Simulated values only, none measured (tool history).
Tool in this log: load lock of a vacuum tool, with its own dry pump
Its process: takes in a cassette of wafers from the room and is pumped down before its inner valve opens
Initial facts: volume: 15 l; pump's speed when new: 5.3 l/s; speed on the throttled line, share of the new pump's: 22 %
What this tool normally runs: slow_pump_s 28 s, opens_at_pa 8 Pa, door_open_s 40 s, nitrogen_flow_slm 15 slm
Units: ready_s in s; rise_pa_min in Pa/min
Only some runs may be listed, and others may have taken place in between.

run	hour	slow_pump_s	opens_at_pa	door_open_s	nitrogen_flow_slm	incoming humidity of the room's air, %	ready_s	rise_pa_min
1	0	28	8	40	15	46.7	54.8	0.184
2	102.8	28	8	40	15	46.2	54.6	0.181
3	193.1	28	8	40	15	49	54.9	0.194
4	302	28	8	40	15	45.2	54.2	0.191
5	429.5	28	8	40	36	44.8	54.7	0.168
6	600.7	28	8	40	15	42.6	54.4	0.192
7	753.1	28	8	40	15	46.2	54.3	0.201
8	845.7	28	8	40	15	44.2	54.3	0.205
9	939.2	28	10	40	9	49.1	53.7	0.221
10	1102	39	15	225	4	43.3	60.3	0.302
11	1280.2	39	12	225	7	44.5	60.8	0.294
12	1374.5	28	16	97	15	43	52.5	0.243
# hour 1426: dry pump taken out, an overhauled one fitted
13	1503.2	28	16	97	15	44.7	46.4	0.248
14	1621	35	8	40	32	43.9	55.1	0.204
15	1768.4	15	10	50	6	44.6	39.4	0.254
16	1927	15	10	50	6	41.6	38.1	0.254

Forecast each of these 4 alternatives for the next run:
A	2083	15	11	105	18	43.5	?	?
B	2083	15	10	124	37	44.6	?	?
C	2083	46	15	50	6	45.4	?	?
D	2083	30	8	141	15	47.9	?	?

run	ready_s	rise_pa_min
A	37.7	0.249
B	38.1	0.231
C	61.9	0.27
D	50.8	0.28
With no hidden state in the tool, these same runs would have given:
run	ready_s	rise_pa_min
A	37.4	0.08
B	37.8	0.063
C	61.7	0.098
D	50.5	0.109
